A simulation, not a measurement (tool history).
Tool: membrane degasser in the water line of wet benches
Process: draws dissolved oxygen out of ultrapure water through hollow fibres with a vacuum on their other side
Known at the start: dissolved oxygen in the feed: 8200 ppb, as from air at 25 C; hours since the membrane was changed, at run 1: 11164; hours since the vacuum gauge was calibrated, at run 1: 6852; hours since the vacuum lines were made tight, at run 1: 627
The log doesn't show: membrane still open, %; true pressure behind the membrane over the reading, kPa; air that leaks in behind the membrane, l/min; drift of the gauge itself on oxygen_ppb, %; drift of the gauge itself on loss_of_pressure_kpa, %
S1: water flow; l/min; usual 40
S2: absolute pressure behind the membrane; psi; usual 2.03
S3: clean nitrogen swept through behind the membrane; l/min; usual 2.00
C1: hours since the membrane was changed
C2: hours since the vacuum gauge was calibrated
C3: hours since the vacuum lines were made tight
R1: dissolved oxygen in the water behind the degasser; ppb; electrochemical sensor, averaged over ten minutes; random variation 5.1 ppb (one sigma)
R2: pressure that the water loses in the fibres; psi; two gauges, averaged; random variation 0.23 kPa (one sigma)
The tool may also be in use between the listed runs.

Run 1, day 0.000: usual settings; C1 11164; C2 6852; C3 627. Result: R1 572.3 ppb, R2 9.327 psi.
Run 2, day 13.508: usual settings; C1 11488; C2 7176; C3 951. Result: R1 569.2 ppb, R2 9.290 psi.
Run 3, day 25.125: usual settings; C1 11767; C2 7455; C3 1230. Result: R1 564.3 ppb, R2 9.330 psi.
Run 4, day 31.483: usual settings; C1 11919; C2 7607; C3 1382. Result: R1 563.0 ppb, R2 9.368 psi.
Run 5, day 42.783: usual settings; C1 12190; C2 7878; C3 1653. Result: R1 570.5 ppb, R2 9.367 psi.
At day 48.967: vacuum gauge calibrated.
Run 6, day 55.958: usual settings; C1 12506; C2 168; C3 1969. Result: R1 562.0 ppb, R2 9.419 psi.
Run 7, day 65.896: usual settings; C1 12745; C2 406; C3 2208. Result: R1 560.9 ppb, R2 9.438 psi.
Run 8, day 79.129: usual settings; C1 13062; C2 724; C3 2525. Result: R1 574.0 ppb, R2 9.404 psi.
Run 9, day 89.367: usual settings but S1 51 l/min; C1 13308; C2 970; C3 2771. Result: R1 753.6 ppb, R2 12.040 psi.
Run 10, day 103.062: usual settings but S2 2.05 psi; C1 13637; C2 1298; C3 3100. Result: R1 581.3 ppb, R2 9.454 psi.
Run 11, day 117.250: usual settings but S1 26 l/min; C1 13977; C2 1639; C3 3440. Result: R1 359.2 ppb, R2 6.157 psi.
Run 12, day 127.129: usual settings but S1 26 l/min; C1 14214; C2 1876; C3 3677. Result: R1 356.3 ppb, R2 6.196 psi.
Run 13, day 137.296: usual settings but S2 1.58 psi; C1 14458; C2 2120; C3 3921. Result: R1 454.5 ppb, R2 9.548 psi.
Run 14, day 151.375: usual settings but S2 1.58 psi; C1 14796; C2 2458; C3 4259. Result: R1 458.2 ppb, R2 9.568 psi.
Run 15, day 165.467: usual settings; C1 15134; C2 2796; C3 4597. Result: R1 584.6 ppb, R2 9.541 psi.
Run 16, day 172.912: usual settings; C1 15313; C2 2975; C3 4776. Result: R1 582.4 ppb, R2 9.587 psi.
Run 17, day 186.129: usual settings but S1 60 l/min, S2 1.62 psi; C1 15630; C2 3292; C3 5093. Result: R1 743.6 ppb, R2 14.353 psi.
Run 18, day 199.262: usual settings but S1 35 l/min, S2 3.42 psi, S3 3.13 l/min; C1 15945; C2 3607; C3 5408. Result: R1 598.8 ppb, R2 8.485 psi.
Run 19, day 206.492: usual settings but S1 35 l/min, S2 3.42 psi, S3 3.13 l/min; C1 16119; C2 3781; C3 5582. Result: R1 605.0 ppb, R2 8.376 psi.
Run 20, day 212.821: usual settings but S1 35 l/min, S2 3.42 psi, S3 3.13 l/min; C1 16271; C2 3932; C3 5734. Result: R1 603.4 ppb, R2 8.396 psi.
Run 21, day 222.021: usual settings but S1 64 l/min, S2 3.31 psi, S3 1.92 l/min; C1 16492; C2 4153; C3 5955. Result: R1 1485.7 ppb, R2 15.486 psi.
Run 22, day 232.904: usual settings but S1 64 l/min, S2 3.31 psi, S3 1.92 l/min; C1 16753; C2 4414; C3 6216. Result: R1 1471.6 ppb, R2 15.336 psi.
Run 23, day 242.275: usual settings but S1 26 l/min, S2 2.57 psi, S3 5.97 l/min; C1 16978; C2 4639; C3 6441. Result: R1 201.2 ppb, R2 6.331 psi.
Run 24, day 254.438: usual settings but S1 46 l/min, S2 3.65 psi; C1 17270; C2 4931; C3 6733. Result: R1 1151.3 ppb, R2 11.117 psi.
Run 25, day 268.167: usual settings but S2 2.63 psi, S3 1.49 l/min; C1 17599; C2 5261; C3 7062. Result: R1 917.9 ppb, R2 9.787 psi.
Run 26, day 277.646: usual settings but S2 4.28 psi, S3 3.21 l/min; C1 17827; C2 5488; C3 7290. Result: R1 815.0 ppb, R2 9.829 psi.
Run 27, day 284.246: usual settings but S2 4.28 psi, S3 3.21 l/min; C1 17985; C2 5647; C3 7448. Result: R1 832.2 ppb, R2 9.800 psi.
Run 28, day 293.021: usual settings but S1 57 l/min, S2 3.65 psi, S3 5.66 l/min; C1 18196; C2 5857; C3 7659. Result: R1 749.6 ppb, R2 13.987 psi.
At day 296.433: seals of the vacuum lines changed.
Run 29, day 301.300: usual settings but S1 52 l/min, S3 2.70 l/min; C1 18392; C2 6054; C3 117. Result: R1 658.2 ppb, R2 12.662 psi.
Run 30, day 314.621: usual settings but S1 51 l/min, S3 1.77 l/min; C1 18712; C2 6374; C3 436. Result: R1 823.2 ppb, R2 12.411 psi.
Run 31, day 321.321: usual settings but S1 56 l/min, S2 1.78 psi, S3 2.07 l/min; C1 18873; C2 6535; C3 597. Result: R1 761.1 ppb, R2 13.719 psi.

4 ways to go on from here, each from the tool as it stands after run 31. What would each give?
Run A, day 330.808: usual settings but S1 29 l/min, S2 1.78 psi, S3 0.86 l/min; C1 19101; C2 6762; C3 825. Result: R1 ?, R2 ?.
Run B, day 330.808: usual settings but S1 49 l/min, S2 3.25 psi, S3 4.87 l/min; C1 19101; C2 6762; C3 825. Result: R1 ?, R2 ?.
Run C, day 330.808: usual settings but S1 52 l/min, S2 1.65 psi, S3 0.98 l/min; C1 19101; C2 6762; C3 825. Result: R1 ?, R2 ?.
Run D, day 330.808: usual settings but S1 58 l/min, S3 3.09 l/min; C1 19101; C2 6762; C3 825. Result: R1 ?, R2 ?.

run      R1      R2
  A   657.1   7.124
  B   631.9  11.993
  C  1003.0  12.766
  D   721.9  14.175
Without the tool's hidden state the same runs would have given:
run     R1      R2
  A  622.5   6.322
  B  556.5  10.647
  C  916.1  11.336
  D  622.7  12.588
